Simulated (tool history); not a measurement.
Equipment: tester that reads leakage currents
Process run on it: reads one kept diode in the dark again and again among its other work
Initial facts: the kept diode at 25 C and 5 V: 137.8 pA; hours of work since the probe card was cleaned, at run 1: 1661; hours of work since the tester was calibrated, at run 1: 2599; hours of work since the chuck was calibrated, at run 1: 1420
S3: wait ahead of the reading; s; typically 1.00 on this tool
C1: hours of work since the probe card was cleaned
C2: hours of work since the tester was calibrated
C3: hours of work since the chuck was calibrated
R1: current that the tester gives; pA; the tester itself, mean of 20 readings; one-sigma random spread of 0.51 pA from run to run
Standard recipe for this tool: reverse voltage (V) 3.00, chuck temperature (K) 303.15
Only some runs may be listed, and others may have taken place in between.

{"run": 1, "hour": 0.0, "reverse voltage (V)": 3.0, "chuck temperature (K)": 303.15, "S3": 1.0, "C1": 1661, "C2": 2599, "C3": 1420, "R1": 168.56}
{"run": 2, "hour": 107.8, "reverse voltage (V)": 2.14, "chuck temperature (K)": 303.15, "S3": 1.0, "C1": 1747, "C2": 2685, "C3": 1505, "R1": 152.42}
{"run": 3, "hour": 236.1, "reverse voltage (V)": 7.03, "chuck temperature (K)": 303.15, "S3": 1.0, "C1": 1850, "C2": 2788, "C3": 1608, "R1": 221.69}
{"run": 4, "hour": 349.2, "reverse voltage (V)": 7.03, "chuck temperature (K)": 303.15, "S3": 1.0, "C1": 1940, "C2": 2878, "C3": 1698, "R1": 220.48}
{"run": 5, "hour": 473.4, "reverse voltage (V)": 7.03, "chuck temperature (K)": 303.15, "S3": 1.0, "C1": 2038, "C2": 2977, "C3": 1797, "R1": 221.2}
{"run": 6, "hour": 564.3, "reverse voltage (V)": 7.03, "chuck temperature (K)": 303.15, "S3": 1.0, "C1": 2111, "C2": 3049, "C3": 1869, "R1": 221.1}
{"hour": 578.3, "done": "chuck's temperature calibrated"}
{"run": 7, "hour": 676.1, "reverse voltage (V)": 7.03, "chuck temperature (K)": 303.15, "S3": 1.0, "C1": 2198, "C2": 3136, "C3": 78, "R1": 222.17}
{"run": 8, "hour": 769.2, "reverse voltage (V)": 7.03, "chuck temperature (K)": 303.15, "S3": 1.0, "C1": 2272, "C2": 3210, "C3": 152, "R1": 220.61}
{"hour": 837.5, "done": "tester calibrated"}
{"run": 9, "hour": 915.5, "reverse voltage (V)": 7.03, "chuck temperature (K)": 303.15, "S3": 1.0, "C1": 2387, "C2": 62, "C3": 267, "R1": 220.88}
{"run": 10, "hour": 1034.1, "reverse voltage (V)": 7.03, "chuck temperature (K)": 303.15, "S3": 1.0, "C1": 2482, "C2": 157, "C3": 361, "R1": 220.55}
{"run": 11, "hour": 1233.3, "reverse voltage (V)": 7.03, "chuck temperature (K)": 303.15, "S3": 1.0, "C1": 2640, "C2": 315, "C3": 520, "R1": 220.04}
{"run": 12, "hour": 1413.3, "reverse voltage (V)": 7.03, "chuck temperature (K)": 303.15, "S3": 1.0, "C1": 2784, "C2": 459, "C3": 663, "R1": 220.66}
{"run": 13, "hour": 1504.5, "reverse voltage (V)": 14.26, "chuck temperature (K)": 306.15, "S3": 7.89, "C1": 2856, "C2": 531, "C3": 736, "R1": 333.9}
{"run": 14, "hour": 1603.6, "reverse voltage (V)": 2.6, "chuck temperature (K)": 306.15, "S3": 4.08, "C1": 2935, "C2": 610, "C3": 815, "R1": 198.09}
{"run": 15, "hour": 1746.9, "reverse voltage (V)": 2.6, "chuck temperature (K)": 306.15, "S3": 4.08, "C1": 3049, "C2": 724, "C3": 929, "R1": 199.06}
{"run": 16, "hour": 1952.0, "reverse voltage (V)": 2.6, "chuck temperature (K)": 306.15, "S3": 4.08, "C1": 3213, "C2": 888, "C3": 1092, "R1": 197.71}
{"run": 17, "hour": 2071.1, "reverse voltage (V)": 1.12, "chuck temperature (K)": 306.15, "S3": 0.67, "C1": 3308, "C2": 982, "C3": 1187, "R1": 153.11}
{"run": 18, "hour": 2249.6, "reverse voltage (V)": 5.57, "chuck temperature (K)": 296.15, "S3": 6.14, "C1": 3450, "C2": 1125, "C3": 1329, "R1": 122.88}
{"run": 19, "hour": 2415.1, "reverse voltage (V)": 1.09, "chuck temperature (K)": 330.15, "S3": 3.67, "C1": 3582, "C2": 1256, "C3": 1461, "R1": 702.26}
{"run": 20, "hour": 2535.8, "reverse voltage (V)": 4.32, "chuck temperature (K)": 303.15, "S3": 0.35, "C1": 3678, "C2": 1352, "C3": 1557, "R1": 192.05}
{"hour": 2673.6, "done": "probe card cleaned and baked"}
{"run": 21, "hour": 2695.1, "reverse voltage (V)": 4.32, "chuck temperature (K)": 303.15, "S3": 0.35, "C1": 17, "C2": 1477, "C3": 1682, "R1": 192.75}
{"run": 22, "hour": 2892.4, "reverse voltage (V)": 3.0, "chuck temperature (K)": 303.15, "S3": 1.0, "C1": 174, "C2": 1634, "C3": 1839, "R1": 169.48}

Here are 3 independent what-if runs from the current tool condition. What would each one return?
{"hour": 2941.5, "done": "chuck's temperature calibrated"}
{"run": "A", "hour": 3010.7, "reverse voltage (V)": 3.0, "chuck temperature (K)": 303.15, "S3": 5.2, "C1": 267, "C2": 1727, "C3": 55, "R1": "?"}
{"hour": 2941.5, "done": "chuck's temperature calibrated"}
{"run": "B", "hour": 3010.7, "reverse voltage (V)": 2.66, "chuck temperature (K)": 294.15, "S3": 1.41, "C1": 267, "C2": 1727, "C3": 55, "R1": "?"}
{"hour": 2941.5, "done": "chuck's temperature calibrated"}
{"run": "C", "hour": 3010.7, "reverse voltage (V)": 3.0, "chuck temperature (K)": 325.15, "S3": 1.0, "C1": 267, "C2": 1727, "C3": 55, "R1": "?"}

run=A R1=168.77
run=B R1=85.21
run=C R1=709.51
Without the tool's unlogged condition, the same runs would have read:
run=A R1=168.74
run=B R1=85.19
run=C R1=709.38

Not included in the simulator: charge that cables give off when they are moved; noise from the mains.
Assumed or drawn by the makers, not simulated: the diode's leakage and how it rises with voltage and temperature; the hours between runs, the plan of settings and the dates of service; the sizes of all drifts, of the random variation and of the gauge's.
